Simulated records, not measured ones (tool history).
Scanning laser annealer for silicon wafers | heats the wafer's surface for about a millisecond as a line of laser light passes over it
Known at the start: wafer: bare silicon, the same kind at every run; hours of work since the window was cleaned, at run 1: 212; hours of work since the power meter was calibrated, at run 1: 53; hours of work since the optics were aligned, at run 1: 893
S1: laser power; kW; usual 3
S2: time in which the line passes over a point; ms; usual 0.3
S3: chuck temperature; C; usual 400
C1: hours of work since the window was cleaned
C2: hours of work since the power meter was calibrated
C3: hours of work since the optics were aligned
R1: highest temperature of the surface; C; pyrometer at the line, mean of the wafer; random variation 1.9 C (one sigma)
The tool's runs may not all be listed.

Run 1, hour 0: usual settings; C1 212; C2 53; C3 893. Result: R1 1103 C.
Run 2, hour 11.2: usual settings but S3 369 C; C1 219; C2 60; C3 899. Result: R1 1074 C.
Run 3, hour 22.3: usual settings but S3 369 C; C1 226; C2 67; C3 906. Result: R1 1072 C.
Run 4, hour 35.6: usual settings but S3 369 C; C1 234; C2 75; C3 914. Result: R1 1069 C.
Run 5, hour 50.4: usual settings but S3 369 C; C1 243; C2 84; C3 923. Result: R1 1072 C.
Run 6, hour 61.6: usual settings but S3 369 C; C1 250; C2 91; C3 930. Result: R1 1070 C.
Run 7, hour 80.3: usual settings but S3 369 C; C1 261; C2 102; C3 942. Result: R1 1073 C.
Run 8, hour 99.6: usual settings but S3 369 C; C1 273; C2 114; C3 954. Result: R1 1071 C.
Run 9, hour 120.8: usual settings but S3 369 C; C1 286; C2 127; C3 967. Result: R1 1067 C.
Run 10, hour 130: usual settings but S2 0.238 ms; C1 292; C2 133; C3 972. Result: R1 1013 C.
Run 11, hour 149.1: usual settings; C1 303; C2 145; C3 984. Result: R1 1097 C.
Run 12, hour 161.8: usual settings but S2 0.311 ms; C1 311; C2 152; C3 992. Result: R1 1113 C.
Run 13, hour 182.4: usual settings but S1 3.223 kW, S2 0.311 ms; C1 324; C2 165; C3 1004. Result: R1 1176 C.
Run 14, hour 201.3: usual settings but S1 2.597 kW, S2 0.315 ms, S3 407 C; C1 335; C2 177; C3 1016. Result: R1 1012 C.
Run 15, hour 211.1: usual settings but S1 3.066 kW, S2 0.232 ms; C1 341; C2 183; C3 1022. Result: R1 1016 C.
Run 16, hour 225.8: usual settings but S1 3.066 kW, S2 0.232 ms; C1 350; C2 192; C3 1031. Result: R1 1016 C.
Run 17, hour 246: usual settings but S1 3.203 kW, S2 0.24 ms, S3 412 C; C1 363; C2 204; C3 1043. Result: R1 1072 C.
Run 18, hour 264.3: usual settings but S1 3.203 kW, S2 0.24 ms, S3 412 C; C1 374; C2 215; C3 1054. Result: R1 1071 C.
Run 19, hour 286: usual settings but S3 419 C; C1 387; C2 228; C3 1068. Result: R1 1113 C.
Run 20, hour 305.7: usual settings but S1 2.952 kW, S2 0.373 ms, S3 396 C; C1 399; C2 240; C3 1080. Result: R1 1173 C.
Run 21, hour 322.4: usual settings but S1 2.952 kW, S2 0.373 ms, S3 396 C; C1 410; C2 251; C3 1090. Result: R1 1175 C.
Run 22, hour 342.2: usual settings but S1 2.952 kW, S2 0.373 ms, S3 396 C; C1 422; C2 263; C3 1102. Result: R1 1172 C.
Run 23, hour 364: usual settings but S1 2.589 kW, S2 0.232 ms, S3 374 C; C1 435; C2 276; C3 1116. Result: R1 878 C.

Forecast each of these 4 alternatives for the next run:
Run A, hour 382.3: usual settings but S1 2.801 kW, S2 0.371 ms, S3 377 C; C1 446; C2 287; C3 1127. Result: R1 ?.
Run B, hour 382.3: usual settings but S1 2.999 kW, S2 0.255 ms, S3 401 C; C1 446; C2 287; C3 1127. Result: R1 ?.
Run C, hour 382.3: usual settings but S1 2.648 kW, S2 0.323 ms, S3 438 C; C1 446; C2 287; C3 1127. Result: R1 ?.
Run D, hour 382.3: usual settings but S1 2.885 kW, S3 362 C; C1 446; C2 287; C3 1127. Result: R1 ?.

run    R1
  A  1104
  B  1035
  C  1063
  D  1023
Without the tool's hidden state the same runs would have given:
run    R1
  A  1128
  B  1056
  C  1084
  D  1046
